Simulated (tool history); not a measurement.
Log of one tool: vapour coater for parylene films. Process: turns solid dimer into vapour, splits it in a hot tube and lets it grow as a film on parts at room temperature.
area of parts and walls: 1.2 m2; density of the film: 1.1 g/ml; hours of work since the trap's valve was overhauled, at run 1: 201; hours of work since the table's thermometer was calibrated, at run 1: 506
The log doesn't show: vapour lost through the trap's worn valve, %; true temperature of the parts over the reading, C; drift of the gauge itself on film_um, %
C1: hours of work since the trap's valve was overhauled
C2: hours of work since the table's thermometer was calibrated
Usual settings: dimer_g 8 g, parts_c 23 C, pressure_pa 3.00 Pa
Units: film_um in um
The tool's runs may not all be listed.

Run 1, day 0.000: usual settings; C1 201; C2 506. Result: film_um 4.08 um.
Run 2, day 0.625: usual settings but dimer_g 14 g; C1 213; C2 518. Result: film_um 7.17 um.
Run 3, day 1.425: usual settings but dimer_g 14 g; C1 229; C2 534. Result: film_um 7.11 um.
Run 4, day 2.758: usual settings but dimer_g 14 g; C1 255; C2 560. Result: film_um 7.06 um.
Run 5, day 3.392: usual settings but dimer_g 14 g, parts_c 21 C; C1 268; C2 573. Result: film_um 7.44 um.
Run 6, day 4.479: usual settings but parts_c 16 C; C1 289; C2 594. Result: film_um 4.78 um.
Run 7, day 5.238: usual settings; C1 304; C2 609. Result: film_um 4.04 um.
Run 8, day 6.221: usual settings but dimer_g 3 g; C1 323; C2 628. Result: film_um 1.51 um.
Run 9, day 7.146: usual settings; C1 341; C2 646. Result: film_um 4.05 um.
At day 8.450: trap's valve overhauled.
Run 10, day 8.512: usual settings; C1 1; C2 670. Result: film_um 4.08 um.
Run 11, day 9.062: usual settings but dimer_g 4 g, parts_c 30 C, pressure_pa 4.91 Pa; C1 12; C2 680. Result: film_um 1.61 um.
Run 12, day 9.854: usual settings but dimer_g 3 g, parts_c 16 C, pressure_pa 2.74 Pa; C1 28; C2 696. Result: film_um 1.81 um.
Run 13, day 10.762: usual settings but dimer_g 5 g, parts_c 16 C, pressure_pa 2.74 Pa; C1 45; C2 714. Result: film_um 3.03 um.
Run 14, day 11.742: usual settings but parts_c 32 C; C1 65; C2 733. Result: film_um 3.28 um.
Run 15, day 12.992: usual settings but dimer_g 7 g, parts_c 17 C, pressure_pa 3.79 Pa; C1 89; C2 757. Result: film_um 3.98 um.
Run 16, day 13.754: usual settings but dimer_g 7 g, parts_c 17 C, pressure_pa 3.79 Pa; C1 104; C2 772. Result: film_um 3.99 um.
Run 17, day 14.796: usual settings but dimer_g 7 g, parts_c 17 C, pressure_pa 3.79 Pa; C1 124; C2 793. Result: film_um 3.96 um.
Run 18, day 15.742: usual settings but dimer_g 4 g, pressure_pa 5.35 Pa; C1 143; C2 811. Result: film_um 1.90 um.
Run 19, day 16.971: usual settings but parts_c 33 C; C1 167; C2 835. Result: film_um 3.20 um.
Run 20, day 17.829: usual settings but parts_c 28 C, pressure_pa 6.35 Pa; C1 184; C2 852. Result: film_um 3.30 um.

How the hidden state differs across the entries between the runs, from the last listed run before each to the first after it:
Between runs 9 and 10: trap's valve overhauled (day 8.450)
  vapour lost through the trap's worn valve, %: 0.3 -> 0

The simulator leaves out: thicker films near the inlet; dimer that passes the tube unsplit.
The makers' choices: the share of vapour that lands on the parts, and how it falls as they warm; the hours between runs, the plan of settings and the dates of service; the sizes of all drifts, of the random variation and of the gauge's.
